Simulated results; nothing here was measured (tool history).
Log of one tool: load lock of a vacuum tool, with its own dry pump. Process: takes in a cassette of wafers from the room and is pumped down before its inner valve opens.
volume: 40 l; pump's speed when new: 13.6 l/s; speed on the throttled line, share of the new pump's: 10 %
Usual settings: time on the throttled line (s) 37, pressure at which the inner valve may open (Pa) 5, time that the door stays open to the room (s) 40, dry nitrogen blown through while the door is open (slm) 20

run,hour,time on the throttled line (s),pressure at which the inner valve may open (Pa),time that the door stays open to the room (s),dry nitrogen blown through while the door is open (slm),"incoming humidity of the room's air, %",time from the closed door until the inner valve may open (s),rise of the pressure with all valves shut (Pa/min)
1,0.0,37,5,40,20,45.7,66.3,0.350
2,493.4,37,5,40,20,43.9,65.8,0.380
3,889.8,37,5,40,39,43.9,66.0,0.397
4,1435.0,37,5,40,39,45.2,66.9,0.439
5,1999.7,37,5,40,28,44.2,66.3,0.480
6,2514.6,37,5,40,28,44.9,66.1,0.519
# hour 2864.5: door's seal changed, seat wiped
7,3094.9,37,5,40,6,45.2,67.2,0.036
8,3446.1,37,5,40,6,44.7,67.3,0.049
9,3844.1,37,5,40,6,43.4,67.1,0.048
10,4301.7,37,5,40,6,47.2,66.9,0.060
11,4909.3,37,5,40,33,46.9,66.9,0.062
12,5613.6,37,5,40,33,44.5,67.4,0.084
13,6082.2,37,5,40,33,41.6,68.3,0.095
14,6733.3,66,5,40,20,47.6,93.8,0.124
15,7186.2,66,5,40,20,45.3,92.9,0.143
# hour 7356.3: dry pump taken out, an overhauled one fitted
16,7527.9,37,5,40,10,43.1,62.6,0.162
17,7995.5,65,5,40,20,43.8,87.8,0.180
18,8400.5,65,5,40,20,48.1,87.9,0.198
19,8773.4,65,5,40,20,44.2,88.5,0.218
20,9414.0,65,5,40,20,46.1,88.5,0.251
21,9874.5,65,5,40,20,46.4,88.0,0.280
22,10201.9,62,5,27,15,44.5,85.7,0.296
23,10520.0,37,5,156,24,45.5,62.9,0.343
24,11055.7,37,5,156,24,43.3,64.3,0.389
25,11753.0,59,6,98,29,42.8,82.4,0.416
26,12316.0,68,9,53,22,46.7,89.5,0.435
27,12748.2,29,7,53,22,44.1,55.9,0.470
# hour 12972.0: door's seal changed, seat wiped
28,13236.3,46,6,149,19,45.3,71.2,0.066
29,13725.2,43,6,146,7,44.9,68.2,0.091
30,14186.7,43,4,146,5,42.4,70.5,0.101
31,14690.2,43,4,146,5,43.9,70.8,0.111
32,15057.1,38,9,39,7,44.5,62.6,0.072
33,15676.6,38,9,39,7,42.2,64.4,0.090

The next listed run, before its measurement:
34,16099.6,37,5,40,13,47.2,?,?

{"run 34": {"time from the closed door until the inner valve may open (s)": 64.6, "rise of the pressure with all valves shut (Pa/min)": 0.102}}
Without the tool's hidden state the same run would have given time from the closed door until the inner valve may open (s) 62.6, rise of the pressure with all valves shut (Pa/min) 0.030.
